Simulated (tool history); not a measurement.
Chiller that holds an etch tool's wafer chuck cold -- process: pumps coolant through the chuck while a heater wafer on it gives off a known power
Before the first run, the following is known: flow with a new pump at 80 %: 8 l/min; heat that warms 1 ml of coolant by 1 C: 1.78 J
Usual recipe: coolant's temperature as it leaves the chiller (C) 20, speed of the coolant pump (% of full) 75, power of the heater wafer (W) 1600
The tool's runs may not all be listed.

run	hour	coolant's temperature as it leaves the chiller (C)	speed of the coolant pump (% of full)	power of the heater wafer (W)	chuck's temperature once it has settled (C)	how much warmer the coolant comes back (C)
1	0	20	75	1600	44.2	8.31
2	161.3	20	97	1600	40.5	6.51
3	260.7	20	75	928	34.6	4.78
4	374.6	16	75	1600	41.2	8.34
# hour 501.2: coolant pump overhauled
5	501.2	16	75	1600	38.4	7.18
6	574.6	16	75	1600	38.7	7.15
7	705	16	75	1600	38.6	7.25
8	830.3	16	75	1600	39	7.19
# hour 845.9: chiller's thermometer calibrated
9	966.8	16	70	1600	39.7	7.72
10	1052.4	16	70	1600	39.8	7.81
11	1200.4	16	70	1600	40.3	7.79
12	1281.4	16	86	1682	38	6.79
13	1405.7	16	86	1682	38.1	6.74
14	1537.4	16	86	1682	38.3	6.77
15	1694.3	16	86	1682	38.8	6.88
16	1766.5	16	86	1682	38.7	6.82
17	1928.9	12	69	1039	29.3	5.24
18	2096.9	12	91	1419	31	5.6
19	2201.6	12	91	1419	31.1	5.58
20	2282.1	12	91	1419	31.4	5.56
21	2441.9	12	65	1419	37.2	7.73

Consider 3 possible next runs. They are alternatives, not a sequence: every one starts from the tool as it was left by run 21. What does each give?
A	2542.8	18	64	1600	?	?
B	2542.8	12	69	1419	?	?
C	2542.8	17	75	974	?	?

run	chuck's temperature once it has settled (C)	how much warmer the coolant comes back (C)
A	46.9	8.83
B	36.3	7.29
C	32.7	4.62
Without the tool's hidden state the same runs would have given:
run	chuck's temperature once it has settled (C)	how much warmer the coolant comes back (C)
A	40.6	8.34
B	31	6.88
C	29.2	4.36
